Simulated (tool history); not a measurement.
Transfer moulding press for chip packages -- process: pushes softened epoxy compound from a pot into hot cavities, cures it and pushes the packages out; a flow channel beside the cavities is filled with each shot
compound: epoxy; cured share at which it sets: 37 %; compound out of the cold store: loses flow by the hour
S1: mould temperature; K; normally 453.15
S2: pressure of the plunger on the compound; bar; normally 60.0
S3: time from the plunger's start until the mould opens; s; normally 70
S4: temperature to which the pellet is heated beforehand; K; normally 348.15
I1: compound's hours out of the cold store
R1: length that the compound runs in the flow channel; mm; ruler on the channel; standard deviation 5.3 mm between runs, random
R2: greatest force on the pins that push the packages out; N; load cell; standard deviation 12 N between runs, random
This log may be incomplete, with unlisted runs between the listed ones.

run	day	S1	S2	S3	S4	I1	R1	R2
1	0.000	453.15	60.0	70	348.15	19.6	564	604
2	0.496	453.15	60.0	70	348.15	14.2	566	735
3	1.500	453.15	60.0	70	348.15	27.1	547	864
4	2.346	453.15	60.0	70	348.15	25.9	549	942
# day 2.558: cavities cleaned with cleaning compound and waxed
5	3.371	459.15	60.0	70	348.15	47.0	511	547
6	4.308	459.15	60.0	70	348.15	37.7	506	637
# day 5.138: cavities cleaned with cleaning compound and waxed
7	5.233	459.15	60.0	100	348.15	16.6	544	381
8	6.192	459.15	60.0	100	348.15	17.6	551	490
9	7.367	459.15	60.0	100	348.15	14.3	551	544
# day 7.667: cavities cleaned with cleaning compound and waxed
10	8.317	459.15	60.0	100	348.15	41.5	502	442
11	8.900	453.15	60.0	107	348.15	32.1	520	490
12	9.733	453.15	60.0	107	348.15	25.5	535	559
# day 10.233: cavities cleaned with cleaning compound and waxed
13	10.475	453.15	53.7	70	348.15	10.2	517	674
# day 10.667: plunger's sealing rings changed
14	11.679	453.15	53.7	70	348.15	24.8	537	818
15	12.192	452.15	53.7	70	341.15	18.4	549	978
16	12.729	453.15	60.0	70	355.15	8.2	587	926
# day 12.938: cavities cleaned with cleaning compound and waxed
17	13.479	460.15	60.0	57	354.15	9.2	559	779
18	14.500	460.15	60.0	57	354.15	9.7	572	937
19	15.083	460.15	60.0	57	354.15	47.9	513	905

Run 20 has not been measured yet. What should we expect?
# day 15.471: cavities cleaned with cleaning compound and waxed
20	16.221	456.15	60.0	57	357.15	46.8	?	?

{"run 20": {"R1": 509, "R2": 989}}
Were there no unlogged condition in the tool, this run, its random variation unchanged, would have produced R1 525 mm, R2 797 N.
